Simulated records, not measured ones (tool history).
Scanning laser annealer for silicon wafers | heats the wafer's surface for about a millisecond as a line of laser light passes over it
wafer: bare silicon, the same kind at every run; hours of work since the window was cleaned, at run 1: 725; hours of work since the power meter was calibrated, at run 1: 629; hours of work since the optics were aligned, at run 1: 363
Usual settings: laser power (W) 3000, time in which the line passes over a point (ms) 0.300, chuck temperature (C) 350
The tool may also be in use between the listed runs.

run     day  laser power (W)  time in which the line passes over a point (ms)  chuck temperature (C)  hours of work since the window was cleaned  hours of work since the power meter was calibrated  hours of work since the optics were aligned  highest temperature of the surface (C)
  1   0.000             3000                                            0.300                    350                                         725                                                 629                                          363                                    1101
  2   0.525             3000                                            0.300                    352                                         733                                                 637                                          371                                    1098
  3   1.350             3000                                            0.300                    352                                         746                                                 650                                          384                                    1102
  4   2.388             3000                                            0.300                    352                                         762                                                 666                                          400                                    1100
  5   3.317             3000                                            0.300                    350                                         777                                                 680                                          415                                    1100
  6   4.262             3000                                            0.300                    350                                         792                                                 695                                          429                                    1096
  7   5.121             3000                                            0.300                    355                                         805                                                 709                                          443                                    1102
  8   5.783             3000                                            0.300                    355                                         815                                                 719                                          453                                    1100
  9   6.304             3171                                            0.300                    355                                         824                                                 727                                          461                                    1138
 10   6.888             3171                                            0.300                    355                                         833                                                 736                                          470                                    1140
      7.600  -- window over the wafer cleaned
 11   7.792             3171                                            0.300                    355                                           3                                                 749                                          483                                    1161
 12   8.429             3171                                            0.300                    355                                          13                                                 759                                          493                                    1159
 13   9.375             3000                                            0.300                    350                                          28                                                 774                                          508                                    1112
 14   9.988             3000                                            0.300                    350                                          37                                                 783                                          518                                    1111
 15  10.650             3000                                            0.300                    350                                          48                                                 794                                          528                                    1113
 16  11.592             2722                                            0.300                    350                                          62                                                 808                                          543                                    1048
 17  12.467             2722                                            0.300                    350                                          76                                                 822                                          556                                    1048
 18  13.375             3000                                            0.300                    350                                          90                                                 836                                          570                                    1112
 19  14.371             3000                                            0.300                    350                                         106                                                 852                                          586                                    1111
 20  15.092             3000                                            0.300                    350                                         117                                                 863                                          597                                    1109
 21  16.304             2638                                            0.300                    366                                         136                                                 882                                          616                                    1037
 22  17.404             2757                                            0.300                    366                                         153                                                 899                                          633                                    1071
 23  18.533             3000                                            0.252                    339                                         171                                                 917                                          651                                    1023
 24  19.208             3000                                            0.252                    339                                         181                                                 928                                          662                                    1026
 25  20.304             2867                                            0.252                    365                                         199                                                 945                                          679                                    1021
 26  20.975             3175                                            0.300                    365                                         209                                                 955                                          689                                    1162
 27  22.054             2809                                            0.343                    335                                         226                                                 972                                          706                                    1100
 28  22.929             2768                                            0.276                    325                                         240                                                 986                                          720                                     993
 29  23.788             2984                                            0.371                    325                                         253                                                 999                                          733                                    1172
 30  24.746             2764                                            0.297                    379                                         268                                                1014                                          748                                    1077
 31  25.350             3136                                            0.352                    350                                         277                                                1023                                          758                                    1205
 32  26.258             3218                                            0.323                    362                                         292                                                1038                                          772                                    1200
     27.192  -- optics aligned, line set to its width
 33  27.646             3218                                            0.323                    362                                         310                                                1056                                            7                                    1204
 34  28.388             3006                                            0.293                    341                                         322                                                1068                                           19                                    1093
 35  28.979             2834                                            0.239                    372                                         331                                                1077                                           28                                    1005
 36  29.821             2834                                            0.239                    372                                         344                                                1090                                           41                                    1004
 37  30.838             2808                                            0.239                    362                                         360                                                1106                                           57                                     988
 38  31.704             2764                                            0.239                    362                                         373                                                1120                                           71                                     982
 39  32.496             3048                                            0.346                    343                                         386                                                1132                                           83                                    1176

Forecast run 40:
 40  33.583             2611                                            0.236                    323                                         403                                                1149                                          100                                       ?

Run 40 gave highest temperature of the surface (C) 906.
Without the tool's hidden state the same run would have given highest temperature of the surface (C) 920.
